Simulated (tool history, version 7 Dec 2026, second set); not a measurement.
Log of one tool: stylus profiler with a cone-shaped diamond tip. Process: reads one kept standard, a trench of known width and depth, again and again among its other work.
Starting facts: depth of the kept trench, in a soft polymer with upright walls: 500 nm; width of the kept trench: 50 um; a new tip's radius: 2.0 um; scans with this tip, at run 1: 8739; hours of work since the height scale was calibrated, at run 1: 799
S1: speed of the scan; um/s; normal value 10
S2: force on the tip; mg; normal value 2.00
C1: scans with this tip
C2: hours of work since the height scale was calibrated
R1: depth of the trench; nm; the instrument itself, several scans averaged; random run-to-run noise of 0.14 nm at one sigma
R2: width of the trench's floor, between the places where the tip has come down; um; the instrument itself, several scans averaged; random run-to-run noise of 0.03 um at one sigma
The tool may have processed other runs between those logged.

| run | hour | S1 | S2 | C1 | C2 | R1 | R2 |
|---|---|---|---|---|---|---|---|
| 1 | 0.0 | 10 | 2.00 | 8739 | 799 | 506.01 | 46.65 |
| 2 | 43.1 | 10 | 0.75 | 9106 | 832 | 504.02 | 46.62 |
| 3 | 76.3 | 10 | 5.48 | 9388 | 858 | 510.60 | 46.54 |
| 4 | 110.6 | 10 | 5.48 | 9680 | 885 | 510.45 | 46.55 |
| 5 | 141.4 | 34 | 5.48 | 9942 | 909 | 510.64 | 46.49 |
| 6 | 180.1 | 34 | 5.48 | 10271 | 939 | 510.72 | 46.48 |
| 7 | 229.2 | 10 | 1.30 | 10689 | 977 | 505.10 | 46.49 |
| 8 | 259.7 | 10 | 1.30 | 10949 | 1001 | 505.11 | 46.45 |
| 9 | 287.6 | 10 | 1.30 | 11186 | 1023 | 505.09 | 46.43 |
| 10 | 321.6 | 10 | 1.30 | 11475 | 1049 | 505.24 | 46.38 |
| 11 | 355.3 | 10 | 0.91 | 11762 | 1075 | 504.29 | 46.42 |
| 12 | 375.3 | 10 | 5.62 | 11931 | 1091 | 510.84 | 46.36 |
| 13 | 418.6 | 10 | 5.62 | 12300 | 1125 | 511.26 | 46.38 |
| 14 | 459.0 | 10 | 5.62 | 12643 | 1156 | 511.19 | 46.39 |
| 15 | 487.9 | 10 | 1.29 | 12889 | 1178 | 505.25 | 46.31 |
| 16 | 529.9 | 10 | 1.29 | 13247 | 1211 | 505.30 | 46.27 |
| 17 | 579.0 | 39 | 2.00 | 13664 | 1249 | 506.63 | 46.24 |
| 18 | 612.3 | 6 | 2.81 | 13947 | 1275 | 507.65 | 46.27 |
| 19 | 643.2 | 6 | 2.81 | 14210 | 1299 | 507.87 | 46.25 |
| 20 | 686.7 | 6 | 2.81 | 14580 | 1333 | 507.94 | 46.21 |
| 21 | 727.4 | 6 | 2.81 | 14926 | 1365 | 507.96 | 46.25 |
| 22 | 771.1 | 21 | 2.04 | 15298 | 1399 | 506.92 | 46.10 |
| 23 | 806.0 | 12 | 5.53 | 15594 | 1426 | 511.28 | 46.12 |
| 24 | 850.4 | 12 | 5.53 | 15972 | 1460 | 511.31 | 46.07 |
| 25 | 884.1 | 12 | 0.90 | 16259 | 1486 | 504.93 | 46.08 |
| 26 | 915.4 | 12 | 0.90 | 16525 | 1511 | 504.90 | 46.12 |
| 27 | 952.2 | 3 | 4.01 | 16838 | 1539 | 509.79 | 46.04 |
| 28 | 983.6 | 3 | 0.75 | 17105 | 1564 | 504.54 | 46.08 |
| 29 | 1014.0 | 10 | 0.76 | 17364 | 1587 | 505.00 | 46.03 |
| 30 | 1036.5 | 10 | 0.76 | 17555 | 1605 | 504.50 | 45.97 |
| 31 | 1077.2 | 25 | 2.00 | 17901 | 1637 | 506.82 | 46.01 |
| 32 | 1116.4 | 25 | 2.00 | 18235 | 1667 | 507.02 | 45.99 |

For each run, the measured value with the value that run would have given without the tool's hidden condition subtracted. The run-to-run variation is shared by both, the gauge scatter possibly not:
What the log doesn't record here: radius of the tip, um; height scale over the true one, %; drift of the gauge itself on depth_nm, %; drift of the gauge itself on floor_um, %.
| run | R1 | R2 |
|---|---|---|
| 1 | +1.35 | -0.71 |
| 2 | +1.39 | -0.74 |
| 3 | +1.43 | -0.75 |
| 4 | +1.46 | -0.78 |
| 5 | +1.50 | -0.79 |
| 6 | +1.53 | -0.82 |
| 7 | +1.56 | -0.84 |
| 8 | +1.58 | -0.87 |
| 9 | +1.61 | -0.88 |
| 10 | +1.64 | -0.91 |
| 11 | +1.67 | -0.92 |
| 12 | +1.70 | -0.94 |
| 13 | +1.75 | -0.96 |
| 14 | +1.79 | -0.98 |
| 15 | +1.80 | -1.00 |
| 16 | +1.83 | -1.03 |
| 17 | +1.88 | -1.05 |
| 18 | +1.92 | -1.07 |
| 19 | +1.95 | -1.09 |
| 20 | +1.99 | -1.12 |
| 21 | +2.02 | -1.13 |
| 22 | +2.06 | -1.15 |
| 23 | +2.12 | -1.17 |
| 24 | +2.15 | -1.20 |
| 25 | +2.16 | -1.21 |
| 26 | +2.19 | -1.23 |
| 27 | +2.24 | -1.25 |
| 28 | +2.24 | -1.28 |
| 29 | +2.27 | -1.29 |
| 30 | +2.30 | -1.30 |
| 31 | +2.34 | -1.32 |
| 32 | +2.38 | -1.34 |
